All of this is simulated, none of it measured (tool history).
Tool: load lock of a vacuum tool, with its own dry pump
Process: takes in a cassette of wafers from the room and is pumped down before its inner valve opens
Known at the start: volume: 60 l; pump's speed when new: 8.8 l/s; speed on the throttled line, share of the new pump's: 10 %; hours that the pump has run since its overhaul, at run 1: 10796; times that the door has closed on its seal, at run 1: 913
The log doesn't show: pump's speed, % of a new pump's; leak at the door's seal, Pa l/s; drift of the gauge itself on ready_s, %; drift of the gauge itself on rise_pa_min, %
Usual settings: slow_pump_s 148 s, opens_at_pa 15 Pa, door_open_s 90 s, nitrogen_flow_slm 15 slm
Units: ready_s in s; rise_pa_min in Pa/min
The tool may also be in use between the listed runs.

run    hour  slow_pump_s  opens_at_pa  door_open_s  nitrogen_flow_slm  hours that the pump has run since its overhaul  times that the door has closed on its seal  incoming humidity of the room's air, %  ready_s  rise_pa_min
  1       0          148           15           90                 15                                           10796                                         913                                    45.6    201.1        0.042
  2   481.9          148           15           90                 15                                           11278                                        1723                                    45.3    199.1        0.042
  3   865.5          148           15           90                 13                                           11661                                        2367                                    45.6    201.8        0.049
  4  1222.3          148           15          184                 13                                           12018                                        2967                                    45.8    199.4        0.065
  5    1788          148           15          184                 13                                           12584                                        3918                                      43    201.6        0.063
  6  2416.1          148           27           90                 15                                           13212                                        4973                                    46.3    195.4        0.046
  7  2731.7          148           27           90                 15                                           13528                                        5504                                    47.8    194.4        0.047
  8  3281.1          295           26           90                  5                                           14077                                        6427                                    46.6    325.1        0.061
       3740  -- dry pump taken out, an overhauled one fitted
  9  3850.8          295           26           90                  5                                             111                                        7374                                    45.9    323.7        0.066
 10  4388.1          295           26           90                  5                                             648                                        8277                                      45    320.5        0.061
 11  4806.6          201           17           90                 14                                            1067                                        8981                                    45.9    239.5        0.051
 12  5411.5          201           17           90                 14                                            1671                                        9997                                    47.9    239.1        0.052
 13  5820.3          259           15           98                 15                                            2080                                       10684                                    46.2    293.2        0.058

Forecast each of these 4 alternatives for the next run:
  A  6119.9          107           15           90                 15                                            2380                                       11188                                      43        ?            ?
  B  6119.9          259           15           49                 37                                            2380                                       11188                                    44.2        ?            ?
  C  6119.9          148           13          139                 15                                            2380                                       11188                                      45        ?            ?
  D  6119.9           77           15           98                 15                                            2380                                       11188                                    42.8        ?            ?

run  ready_s  rise_pa_min
  A      158        0.055
  B    291.9        0.036
  C      195        0.066
  D    131.4        0.057
Without the tool's hidden state the same runs would have given:
run  ready_s  rise_pa_min
  A    156.9        0.038
  B    291.1        0.019
  C    193.9        0.049
  D    130.2         0.04
